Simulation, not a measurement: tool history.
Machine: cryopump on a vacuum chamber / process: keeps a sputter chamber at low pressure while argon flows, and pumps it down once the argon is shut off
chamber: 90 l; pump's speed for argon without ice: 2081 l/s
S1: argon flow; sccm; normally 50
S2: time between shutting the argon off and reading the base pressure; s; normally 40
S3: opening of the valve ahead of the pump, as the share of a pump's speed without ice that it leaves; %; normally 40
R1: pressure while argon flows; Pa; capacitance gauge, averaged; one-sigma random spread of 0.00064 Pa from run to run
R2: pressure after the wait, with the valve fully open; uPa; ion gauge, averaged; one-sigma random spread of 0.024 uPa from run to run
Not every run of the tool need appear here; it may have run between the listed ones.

run    hour  S1   S2  S3      R1    R2
  1     0.0  50   40  40  0.1087  1.06
  2    75.1  50  142  40  0.1100  0.60
  3   139.6  76   40  40  0.1691  1.10
  4   218.5  76   40  40  0.1715  1.18
  5   278.9  76   40  40  0.1716  1.19
  6   344.7  50   40  40  0.1140  1.24
  7   385.9  50   40  40  0.1154  1.22
  8   457.1  50   40  40  0.1165  1.28
  9   521.8  50   40  40  0.1179  1.30
      539.7  -- pump warmed up, emptied and cooled again
 10   598.6  50   40  40  0.1031  1.20
 11   675.5  50   40  40  0.1030  1.19
 12   744.7  50   40  40  0.1048  1.23
 13   788.3  50   40  40  0.1047  1.28
 14   856.7  50   40  40  0.1048  1.25
      893.2  -- leaking fittings of the chamber tightened, without venting
 15   916.6  50   40  40  0.1066  0.91
 16   958.5  50   48  40  0.1070  0.82
 17  1030.2  55   48  40  0.1187  0.85
 18  1083.6  24   35  21  0.0962  1.08
 19  1138.4  24   35  21  0.0965  1.12
 20  1207.1  98   40  24  0.3492  1.05
 21  1244.1  21   40  19  0.0944  1.03
 22  1288.5  21  198  24  0.0746  0.49
 23  1360.0  50   39  26  0.1674  1.13
 24  1397.2  67  159  26  0.2246  0.57
 25  1462.0  26   78  40  0.0586  0.78
 26  1522.2  50  157  40  0.1137  0.62
 27  1582.3  50  157  40  0.1156  0.67
     1632.3  -- pump warmed up, emptied and cooled again
 28  1644.5  93   23  17  0.4468  1.68
 29  1721.7  93  108  17  0.4471  0.66

The next listed run, before its measurement:
 30  1753.8  93  108  17   ?   ?

R1: 0.4449 Pa
R2: 0.71 uPa
Take away the tool's hidden state, keep the run-to-run variation as it was, and the same run would have given R1 0.4403 Pa, R2 0.43 uPa.
